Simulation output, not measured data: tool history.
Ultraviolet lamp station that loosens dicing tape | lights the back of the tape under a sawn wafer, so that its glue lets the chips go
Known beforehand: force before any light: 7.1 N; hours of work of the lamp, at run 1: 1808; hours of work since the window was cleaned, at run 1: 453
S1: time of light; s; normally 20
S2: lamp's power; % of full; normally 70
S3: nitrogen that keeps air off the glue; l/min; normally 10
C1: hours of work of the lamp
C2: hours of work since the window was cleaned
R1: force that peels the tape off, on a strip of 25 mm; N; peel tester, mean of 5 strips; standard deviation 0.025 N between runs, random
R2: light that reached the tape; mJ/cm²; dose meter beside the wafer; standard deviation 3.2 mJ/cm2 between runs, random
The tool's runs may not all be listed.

run	hour	S1	S2	S3	C1	C2	R1	R2
1	0	20	70	10	1808	453	2.042	336
2	67.7	20	70	16	1854	500	1.732	336
3	108	21	70	10	1882	528	2.001	349
4	147.2	21	70	10	1909	554	2.062	349
5	204.9	20	86	10	1948	594	1.66	398
# hour 237: lamp changed
# hour 264.3: window cleaned of glue's vapour
6	269.7	20	86	10	22	4	0.887	619
7	325.4	20	86	10	60	42	0.879	612
8	363.5	20	86	10	86	68	0.893	607
9	411.8	20	86	10	120	101	0.88	600
10	475.1	20	86	5	163	145	1.402	597
11	537.1	20	86	5	206	187	1.398	585
12	597.2	20	86	5	247	229	1.385	580
13	632.1	20	86	5	271	252	1.468	581
14	685	20	86	5	307	289	1.478	571
15	714.4	20	86	5	327	309	1.485	573
16	754.9	20	86	5	355	337	1.489	567
17	822.9	20	86	5	402	383	1.556	565
18	852.4	20	86	5	422	404	1.514	563
19	901.5	20	86	5	456	437	1.578	554
20	949	20	70	15	488	470	1.153	448
21	1004.5	20	70	15	527	508	1.199	441
22	1073.2	20	70	15	574	555	1.23	438
23	1137.7	20	70	15	618	600	1.27	435
24	1184.3	20	70	15	650	632	1.292	429
# hour 1191: window cleaned of glue's vapour
25	1216.4	20	99	13	672	17	0.722	634
26	1254.9	20	61	15	698	44	1.476	386
27	1315.3	20	61	15	739	85	1.54	379
28	1367.5	20	61	8	775	121	2.013	379
29	1413.2	11	92	8	807	153	2.48	310
30	1477.4	11	92	8	851	197	2.488	306
31	1516.3	19	76	6	877	223	1.946	434
32	1573.8	19	76	6	917	263	1.926	433
33	1616.4	19	76	6	946	292	1.934	424
34	1671	19	76	5	984	330	2.218	424
35	1739.5	19	76	5	1031	377	2.126	423
36	1780.3	19	76	5	1059	405	2.279	417
37	1839.1	21	69	5	1099	445	2.208	410
38	1901.6	22	86	4	1142	488	1.779	534
39	1940.3	34	70	16	1169	514	0.561	663
40	1985.1	19	70	16	1199	545	1.506	363
41	2048.1	22	92	8	1243	588	1.233	552
42	2103.5	20	96	7	1281	626	1.362	516
# hour 2113.5: window cleaned of glue's vapour
43	2142.1	35	70	15	1307	20	0.603	692
44	2183.3	20	69	5	1335	48	2.335	389

Hidden state or all else? Some run-to-run changes of R1, split into what the settings, what came in and random variation would give without the hidden state, and what is left for the hidden state (with any gauge scatter that isn't in both results):
Unlogged tool condition in this case: lamp's light, % of a new lamp's; light that the window lets through, % of a clean one's; drift of the gauge itself on peel_n, %; drift of the gauge itself on dose_mj_cm2, %.
Run 5 -> 6: lamp changed, window cleaned of glue's vapour. R1 -0.773 N: hidden state -0.805, all else +0.032.
Run 38 -> 39: S1 22 -> 34, S2 86 -> 70, S3 4 -> 16. R1 -1.218 N: hidden state -0.325, all else -0.893.
Run 39 -> 40: S1 34 -> 19. R1 +0.945 N: hidden state +0.305, all else +0.64.
Run 43 -> 44: S1 35 -> 20, S2 70 -> 69, S3 15 -> 5. R1 +1.732 N: hidden state +0.404, all else +1.328.

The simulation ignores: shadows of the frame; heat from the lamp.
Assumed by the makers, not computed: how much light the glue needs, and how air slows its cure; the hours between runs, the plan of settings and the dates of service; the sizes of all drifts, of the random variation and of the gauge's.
